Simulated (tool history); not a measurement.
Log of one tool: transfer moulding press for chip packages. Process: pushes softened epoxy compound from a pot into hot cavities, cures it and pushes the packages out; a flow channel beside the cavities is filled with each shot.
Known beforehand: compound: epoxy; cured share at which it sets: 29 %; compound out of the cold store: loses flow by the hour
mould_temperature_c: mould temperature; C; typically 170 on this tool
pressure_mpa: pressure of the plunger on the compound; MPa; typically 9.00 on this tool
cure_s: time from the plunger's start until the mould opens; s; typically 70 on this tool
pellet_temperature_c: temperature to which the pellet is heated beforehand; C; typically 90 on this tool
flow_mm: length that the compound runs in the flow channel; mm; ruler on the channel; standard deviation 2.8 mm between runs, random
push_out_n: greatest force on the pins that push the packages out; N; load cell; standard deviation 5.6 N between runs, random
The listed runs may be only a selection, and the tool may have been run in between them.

run	day	mould_temperature_c	pressure_mpa	cure_s	pellet_temperature_c	incoming compound's hours out of the cold store	flow_mm	push_out_n
1	0.000	170	9.00	70	90	38.3	802	200
# day 0.521: plunger's sealing rings changed
2	0.729	170	10.19	70	90	9.5	1092	252
3	1.550	170	10.19	70	90	25.1	971	300
# day 1.992: cavities cleaned with cleaning compound and waxed
4	2.517	170	10.19	70	99	47.5	836	234
5	3.300	170	9.00	70	87	20.4	942	292
# day 3.896: cavities cleaned with cleaning compound and waxed
6	4.625	170	9.00	70	90	37.2	841	274
7	5.408	170	9.00	70	90	40.3	814	309
# day 5.767: cavities cleaned with cleaning compound and waxed
8	6.467	170	9.00	70	90	45.6	781	252
# day 7.654: cavities cleaned with cleaning compound and waxed
9	7.842	170	9.00	70	90	47.9	765	196
10	8.758	170	9.00	70	90	8.1	992	286
# day 9.533: cavities cleaned with cleaning compound and waxed
11	9.775	170	9.00	70	99	35.7	819	218
# day 10.242: plunger's sealing rings changed
12	10.888	170	7.61	70	90	36.8	783	300
# day 11.546: cavities cleaned with cleaning compound and waxed
13	11.975	170	7.61	70	90	45.7	737	236
14	12.721	170	9.00	70	90	19.7	949	297
15	13.350	166	8.92	54	94	16.3	983	692
# day 13.475: cavities cleaned with cleaning compound and waxed
16	14.646	172	7.39	76	92	22.2	822	253
17	15.258	166	9.00	54	87	13.8	996	706
# day 15.417: cavities cleaned with cleaning compound and waxed
18	16.542	168	10.25	76	92	32.4	919	284
19	17.158	167	10.58	77	92	35.8	918	307
# day 17.371: cavities cleaned with cleaning compound and waxed
20	18.254	167	10.58	77	92	8.5	1088	285
21	18.812	168	9.03	77	92	45.0	784	299
# day 19.304: cavities cleaned with cleaning compound and waxed
# day 19.950: plunger's sealing rings changed
22	20.146	173	7.99	95	90	39.1	775	221
# day 21.346: cavities cleaned with cleaning compound and waxed
23	21.379	170	9.00	70	88	10.2	1009	202
24	22.288	170	9.00	64	98	10.9	994	313
# day 23.217: cavities cleaned with cleaning compound and waxed
25	23.262	176	7.65	70	95	32.8	764	170
# day 23.450: mould's thermocouples calibrated
26	24.246	176	7.65	70	95	46.6	700	249
27	25.025	164	9.33	70	90	13.8	1033	514

Measured less the same run without the tool's hidden state. The same run-to-run variation is in both; the gauge's scatter may not be:
The tool's hidden condition here consists of: true mould temperature over the reading, C; pressure that reaches the compound, % of what is set; grip of the stained cavities, % over clean ones'; drift of the gauge itself on flow_mm, %; drift of the gauge itself on push_out_n, %.
run	flow_mm	push_out_n
1	-47	+2
2	-9	+56
3	-11	+102
4	-13	+46
5	-20	+98
6	-23	+70
7	-27	+112
8	-30	+61
9	-35	+14
10	-52	+88
11	-48	+20
12	-8	+97
13	-12	+47
14	-19	+93
15	-25	+236
16	-26	+84
17	-35	+236
18	-39	+87
19	-43	+109
20	-57	+76
21	-43	+104
22	-9	+63
23	-20	-4
24	-24	+78
25	-21	+8
26	-18	+79
27	-31	+202
